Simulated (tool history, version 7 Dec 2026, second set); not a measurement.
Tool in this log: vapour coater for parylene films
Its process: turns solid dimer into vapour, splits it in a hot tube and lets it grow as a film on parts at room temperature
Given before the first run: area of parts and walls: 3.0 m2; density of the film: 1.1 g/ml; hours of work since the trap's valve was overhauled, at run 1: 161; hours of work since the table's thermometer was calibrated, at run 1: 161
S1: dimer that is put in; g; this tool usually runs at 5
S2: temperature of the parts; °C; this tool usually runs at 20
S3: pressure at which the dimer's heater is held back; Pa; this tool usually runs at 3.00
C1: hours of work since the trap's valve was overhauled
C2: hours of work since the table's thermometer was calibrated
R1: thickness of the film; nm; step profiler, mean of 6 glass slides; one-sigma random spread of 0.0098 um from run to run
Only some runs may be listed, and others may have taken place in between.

| run | day | S1 | S2 | S3 | C1 | C2 | R1 |
|---|---|---|---|---|---|---|---|
| 1 | 0.000 | 5 | 20 | 3.00 | 161 | 161 | 969 |
| 2 | 1.004 | 5 | 20 | 3.53 | 172 | 172 | 925 |
| 3 | 1.738 | 5 | 20 | 3.53 | 179 | 179 | 935 |
| 4 | 2.542 | 5 | 20 | 3.53 | 188 | 188 | 943 |
| 5 | 3.188 | 5 | 20 | 3.00 | 195 | 195 | 961 |
| 6 | 4.308 | 5 | 24 | 3.00 | 206 | 206 | 868 |
| 7 | 5.208 | 5 | 20 | 3.00 | 216 | 216 | 962 |
| 8 | 6.088 | 5 | 20 | 7.25 | 225 | 225 | 811 |
| 9 | 6.900 | 5 | 20 | 7.25 | 234 | 234 | 807 |
| 10 | 7.796 | 5 | 20 | 3.00 | 243 | 243 | 949 |
| 11 | 8.708 | 5 | 20 | 3.00 | 253 | 253 | 946 |
| 12 | 9.746 | 5 | 20 | 2.06 | 264 | 264 | 1017 |
| 13 | 10.796 | 5 | 20 | 2.06 | 275 | 275 | 1010 |
| 14 | 11.338 | 5 | 20 | 2.06 | 281 | 281 | 1020 |
|  | 11.579 | trap's valve overhauled |
| 15 | 12.604 | 5 | 20 | 2.06 | 11 | 292 | 974 |
| 16 | 13.608 | 7 | 17 | 8.43 | 21 | 303 | 1125 |
|  | 14.033 | trap's valve overhauled, once more |
| 17 | 14.454 | 4 | 30 | 5.04 | 4 | 310 | 569 |
| 18 | 15.350 | 4 | 30 | 5.04 | 14 | 319 | 556 |
| 19 | 16.350 | 5 | 21 | 3.39 | 24 | 330 | 957 |
| 20 | 17.017 | 5 | 21 | 3.39 | 31 | 337 | 943 |
| 21 | 17.475 | 5 | 27 | 2.86 | 36 | 342 | 843 |
| 22 | 18.579 | 3 | 30 | 10.18 | 48 | 353 | 370 |
| 23 | 19.242 | 5 | 18 | 3.00 | 55 | 360 | 1026 |
| 24 | 20.167 | 5 | 18 | 3.00 | 65 | 370 | 1029 |
| 25 | 21.192 | 5 | 14 | 2.59 | 76 | 381 | 1174 |
| 26 | 22.004 | 7 | 23 | 3.00 | 84 | 390 | 1285 |
| 27 | 22.571 | 7 | 23 | 3.00 | 90 | 396 | 1292 |
| 28 | 23.588 | 6 | 28 | 10.21 | 101 | 406 | 778 |
| 29 | 24.492 | 3 | 28 | 10.21 | 110 | 416 | 377 |

Hidden state at the last listed run before each entry between runs and at the first one after, where it differs:
Between runs 14 and 15: trap's valve overhauled (day 11.579)
  vapour lost through the trap's worn valve, %: 5.6 -> 9.7; true temperature of the parts over the reading, C: -0.18 -> -0.19
  measured value less the no-hidden-state value, R1: -56 -> -99 nm
Between runs 16 and 17: trap's valve overhauled, once more (day 14.033)
  vapour lost through the trap's worn valve, %: 9.9 -> 0.3
  measured value less the no-hidden-state value, R1: -117 -> +1 nm

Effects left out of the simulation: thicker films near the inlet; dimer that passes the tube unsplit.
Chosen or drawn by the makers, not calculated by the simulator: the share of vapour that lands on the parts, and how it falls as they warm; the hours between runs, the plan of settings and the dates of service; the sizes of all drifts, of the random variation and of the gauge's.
